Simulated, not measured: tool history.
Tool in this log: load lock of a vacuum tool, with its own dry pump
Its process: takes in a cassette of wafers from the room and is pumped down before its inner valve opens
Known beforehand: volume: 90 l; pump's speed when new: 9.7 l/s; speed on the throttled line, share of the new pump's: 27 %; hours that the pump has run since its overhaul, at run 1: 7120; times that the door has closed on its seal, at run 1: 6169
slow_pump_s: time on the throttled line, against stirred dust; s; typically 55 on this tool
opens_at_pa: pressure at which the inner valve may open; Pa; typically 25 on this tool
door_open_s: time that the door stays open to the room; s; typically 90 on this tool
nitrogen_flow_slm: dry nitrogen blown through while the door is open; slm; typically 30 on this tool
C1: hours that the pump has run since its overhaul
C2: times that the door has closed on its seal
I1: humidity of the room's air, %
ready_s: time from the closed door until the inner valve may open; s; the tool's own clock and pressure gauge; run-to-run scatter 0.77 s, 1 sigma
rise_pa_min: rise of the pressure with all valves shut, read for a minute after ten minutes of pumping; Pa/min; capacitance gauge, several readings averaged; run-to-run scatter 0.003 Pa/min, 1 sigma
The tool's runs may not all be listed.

Run 1, day 0: usual settings; C1 7120; C2 6169; I1 44.3. Result: ready_s 124.7 s, rise_pa_min 0.03 Pa/min.
Run 2, day 3.862: usual settings; C1 7213; C2 6433; I1 45.4. Result: ready_s 123.8 s, rise_pa_min 0.036 Pa/min.
Run 3, day 7.458: usual settings but nitrogen_flow_slm 11 slm; C1 7299; C2 6678; I1 46.5. Result: ready_s 124.4 s, rise_pa_min 0.047 Pa/min.
Run 4, day 11.712: usual settings but nitrogen_flow_slm 11 slm; C1 7401; C2 6968; I1 44.7. Result: ready_s 124.3 s, rise_pa_min 0.049 Pa/min.
Run 5, day 17.833: usual settings but nitrogen_flow_slm 11 slm; C1 7548; C2 7386; I1 42.9. Result: ready_s 123.9 s, rise_pa_min 0.048 Pa/min.
Run 6, day 23.262: usual settings but nitrogen_flow_slm 11 slm; C1 7678; C2 7756; I1 41.8. Result: ready_s 124.5 s, rise_pa_min 0.054 Pa/min.
Run 7, day 27.717: usual settings but nitrogen_flow_slm 11 slm; C1 7785; C2 8060; I1 48.1. Result: ready_s 124 s, rise_pa_min 0.05 Pa/min.
Run 8, day 30.6: usual settings but nitrogen_flow_slm 11 slm; C1 7854; C2 8256; I1 45.1. Result: ready_s 123.1 s, rise_pa_min 0.051 Pa/min.
Run 9, day 35.662: usual settings but slow_pump_s 46 s; C1 7976; C2 8601; I1 44.9. Result: ready_s 118.4 s, rise_pa_min 0.039 Pa/min.
Run 10, day 40.329: usual settings but slow_pump_s 46 s; C1 8088; C2 8920; I1 43. Result: ready_s 119.1 s, rise_pa_min 0.049 Pa/min.
Run 11, day 44.475: usual settings but slow_pump_s 46 s; C1 8187; C2 9202; I1 42.4. Result: ready_s 119.4 s, rise_pa_min 0.045 Pa/min.
Run 12, day 49.671: usual settings; C1 8312; C2 9557; I1 47.3. Result: ready_s 125.3 s, rise_pa_min 0.055 Pa/min.
Run 13, day 53.342: usual settings; C1 8400; C2 9807; I1 44.5. Result: ready_s 125 s, rise_pa_min 0.046 Pa/min.
Run 14, day 58.583: usual settings but nitrogen_flow_slm 16 slm; C1 8526; C2 10165; I1 49.3. Result: ready_s 125.5 s, rise_pa_min 0.064 Pa/min.
Run 15, day 62.392: usual settings; C1 8617; C2 10424; I1 47.2. Result: ready_s 123.7 s, rise_pa_min 0.059 Pa/min.
Run 16, day 64.942: usual settings but nitrogen_flow_slm 10 slm; C1 8679; C2 10598; I1 43.5. Result: ready_s 125.3 s, rise_pa_min 0.067 Pa/min.
Run 17, day 69.617: usual settings but nitrogen_flow_slm 10 slm; C1 8791; C2 10917; I1 42. Result: ready_s 124.7 s, rise_pa_min 0.057 Pa/min.
Run 18, day 72.5: usual settings but nitrogen_flow_slm 10 slm; C1 8860; C2 11114; I1 46.7. Result: ready_s 125.5 s, rise_pa_min 0.066 Pa/min.
Run 19, day 77.454: usual settings but door_open_s 26 s, nitrogen_flow_slm 10 slm; C1 8979; C2 11452; I1 41.7. Result: ready_s 126.5 s, rise_pa_min 0.055 Pa/min.
Run 20, day 82.042: usual settings but slow_pump_s 62 s, opens_at_pa 34 Pa, door_open_s 26 s, nitrogen_flow_slm 31 slm; C1 9089; C2 11765; I1 43.9. Result: ready_s 128.3 s, rise_pa_min 0.055 Pa/min.
Run 21, day 87.504: usual settings but slow_pump_s 84 s; C1 9220; C2 12137; I1 44.8. Result: ready_s 147.1 s, rise_pa_min 0.06 Pa/min.
Run 22, day 92.142: usual settings but slow_pump_s 58 s, nitrogen_flow_slm 16 slm; C1 9331; C2 12454; I1 44. Result: ready_s 127.2 s, rise_pa_min 0.066 Pa/min.
Run 23, day 94.646: usual settings but slow_pump_s 58 s, nitrogen_flow_slm 16 slm; C1 9392; C2 12625; I1 46.8. Result: ready_s 128.3 s, rise_pa_min 0.071 Pa/min.
Run 24, day 100.5: usual settings but slow_pump_s 42 s, door_open_s 53 s; C1 9532; C2 13024; I1 42.1. Result: ready_s 118.2 s, rise_pa_min 0.063 Pa/min.
Run 25, day 104.421: usual settings but slow_pump_s 42 s, door_open_s 53 s; C1 9626; C2 13291; I1 46.3. Result: ready_s 117.4 s, rise_pa_min 0.065 Pa/min.
Run 26, day 107.067: usual settings but slow_pump_s 42 s, door_open_s 53 s; C1 9690; C2 13472; I1 47.5. Result: ready_s 116.7 s, rise_pa_min 0.068 Pa/min.
Run 27, day 112.208: usual settings but slow_pump_s 42 s, door_open_s 53 s; C1 9813; C2 13822; I1 45.4. Result: ready_s 116.3 s, rise_pa_min 0.067 Pa/min.
At day 112.871: dry pump taken out, an overhauled one fitted.
Run 28, day 117.862: usual settings but slow_pump_s 42 s, door_open_s 53 s; C1 120; C2 14191; I1 47.2. Result: ready_s 106.2 s, rise_pa_min 0.073 Pa/min.
Run 29, day 121.608: usual settings but door_open_s 104 s, nitrogen_flow_slm 4 slm; C1 210; C2 14446; I1 42.9. Result: ready_s 117.8 s, rise_pa_min 0.083 Pa/min.
Run 30, day 125.017: usual settings but door_open_s 104 s, nitrogen_flow_slm 4 slm; C1 292; C2 14679; I1 45.5. Result: ready_s 117.2 s, rise_pa_min 0.095 Pa/min.
Run 31, day 127.892: usual settings but slow_pump_s 59 s; C1 361; C2 14875; I1 42.6. Result: ready_s 120 s, rise_pa_min 0.077 Pa/min.
Run 32, day 132.712: usual settings but slow_pump_s 59 s; C1 476; C2 15204; I1 46.4. Result: ready_s 120.2 s, rise_pa_min 0.078 Pa/min.
Run 33, day 136: usual settings but opens_at_pa 28 Pa, door_open_s 171 s; C1 555; C2 15428; I1 43. Result: ready_s 117.4 s, rise_pa_min 0.084 Pa/min.
Run 34, day 140.788: usual settings but slow_pump_s 100 s, opens_at_pa 18 Pa, nitrogen_flow_slm 10 slm; C1 670; C2 15754; I1 44.4. Result: ready_s 153.5 s, rise_pa_min 0.088 Pa/min.
Run 35, day 145.171: usual settings but opens_at_pa 20 Pa, door_open_s 31 s, nitrogen_flow_slm 24 slm; C1 775; C2 16053; I1 46.9. Result: ready_s 120.4 s, rise_pa_min 0.077 Pa/min.
Run 36, day 148.992: usual settings but opens_at_pa 39 Pa, door_open_s 41 s, nitrogen_flow_slm 13 slm; C1 867; C2 16314; I1 46.7. Result: ready_s 115.3 s, rise_pa_min 0.084 Pa/min.
Run 37, day 153.721: usual settings but slow_pump_s 104 s, door_open_s 75 s, nitrogen_flow_slm 6 slm; C1 980; C2 16636; I1 47.2. Result: ready_s 154 s, rise_pa_min 0.091 Pa/min.
Run 38, day 157.842: usual settings but slow_pump_s 104 s, door_open_s 75 s, nitrogen_flow_slm 6 slm; C1 1079; C2 16918; I1 44.6. Result: ready_s 153 s, rise_pa_min 0.098 Pa/min.

Predict each of these 3 candidate next runs independently; none follows another, all start after run 38:
Run A, day 162.671: usual settings but door_open_s 107 s; C1 1195; C2 17247; I1 44.6. Result: ready_s ?, rise_pa_min ?.
Run B, day 162.671: usual settings but slow_pump_s 70 s, opens_at_pa 35 Pa, door_open_s 122 s, nitrogen_flow_slm 6 slm; C1 1195; C2 17247; I1 41.9. Result: ready_s ?, rise_pa_min ?.
Run C, day 162.671: usual settings but opens_at_pa 36 Pa, door_open_s 82 s, nitrogen_flow_slm 45 slm; C1 1195; C2 17247; I1 47.5. Result: ready_s ?, rise_pa_min ?.

run  ready_s  rise_pa_min
  A    119.7        0.089
  B    126.2        0.101
  C    116.4        0.082
Take away the tool's hidden state, keep each run's random variation, and the runs would have read:
run  ready_s  rise_pa_min
  A    118.1        0.018
  B    124.8        0.031
  C    114.9         0.01

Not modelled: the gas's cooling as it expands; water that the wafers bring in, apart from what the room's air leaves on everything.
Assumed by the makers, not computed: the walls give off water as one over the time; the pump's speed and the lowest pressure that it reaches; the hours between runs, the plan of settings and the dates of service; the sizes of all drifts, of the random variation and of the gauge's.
